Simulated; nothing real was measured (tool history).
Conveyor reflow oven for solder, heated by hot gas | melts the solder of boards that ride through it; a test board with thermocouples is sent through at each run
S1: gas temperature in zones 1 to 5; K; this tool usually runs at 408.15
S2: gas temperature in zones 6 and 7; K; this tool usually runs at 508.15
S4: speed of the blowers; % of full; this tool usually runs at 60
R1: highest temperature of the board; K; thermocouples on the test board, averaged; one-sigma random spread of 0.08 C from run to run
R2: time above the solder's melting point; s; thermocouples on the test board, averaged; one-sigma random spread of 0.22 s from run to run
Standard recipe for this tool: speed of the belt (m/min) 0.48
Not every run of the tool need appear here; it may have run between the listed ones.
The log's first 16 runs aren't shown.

Run 17, hour 261.9: usual settings but S1 406.15 K, S2 516.15 K. Result: R1 497.59 K, R2 80.1 s.
Run 18, hour 275.9: usual settings but S1 406.15 K, S2 516.15 K. Result: R1 497.63 K, R2 80.4 s.
Run 19, hour 293.5: usual settings but S1 406.15 K, S2 516.15 K. Result: R1 497.58 K, R2 80 s.
Run 20, hour 308.8: usual settings but S1 406.15 K, S2 516.15 K. Result: R1 497.33 K, R2 79.7 s.
Run 21, hour 328.4: usual settings but S1 416.15 K, S2 504.15 K. Result: R1 488.88 K, R2 76.2 s.
Run 22, hour 341.2: usual settings but S2 500.15 K. Result: R1 483.93 K, R2 67 s.
Run 23, hour 356: usual settings but S2 500.15 K. Result: R1 483.73 K, R2 66.6 s.
Run 24, hour 381.6: usual settings but S2 500.15 K. Result: R1 483.88 K, R2 66.6 s.
Run 25, hour 395.6: usual settings but S1 416.15 K, S2 504.15 K, S4 83 % of full. Result: R1 493.18 K, R2 81.8 s.
Run 26, hour 419.8: usual settings but S1 398.15 K. Result: R1 488.75 K, R2 68 s.
Run 27, hour 443.1: usual settings but S1 398.15 K. Result: R1 488.74 K, R2 68.1 s.
Run 28, hour 468.6: usual settings but S1 410.15 K, speed of the belt (m/min) 0.49. Result: R1 490.28 K, R2 73.3 s.
Run 29, hour 483: usual settings but S2 523.15 K, S4 59 % of full. Result: R1 503.33 K, R2 86.1 s.
Run 30, hour 502: usual settings but S2 510.15 K. Result: R1 492.25 K, R2 75.9 s.

Predict each of these 4 candidate next runs independently; none follows another, all start after run 30:
Run A, hour 517.1: usual settings but S2 510.15 K, S4 90 % of full. Result: R1 ?, R2 ?.
Run B, hour 517.1: usual settings but S1 396.15 K, S2 523.15 K, speed of the belt (m/min) 0.56. Result: R1 ?, R2 ?.
Run C, hour 517.1: usual settings but S1 413.15 K, S2 516.15 K, speed of the belt (m/min) 0.549. Result: R1 ?, R2 ?.
Run D, hour 517.1: usual settings but S2 510.15 K. Result: R1 ?, R2 ?.

run      R1    R2
  A  498.29  82.9
  B   494.1  61.8
  C   493.2  68.9
  D  492.27  75.9
With the hidden condition removed and each run's random variation left untouched, the same runs would have given:
run      R1    R2
  A  498.51  82.3
  B  494.54  61.5
  C   493.4  68.4
  D  492.29  75.2
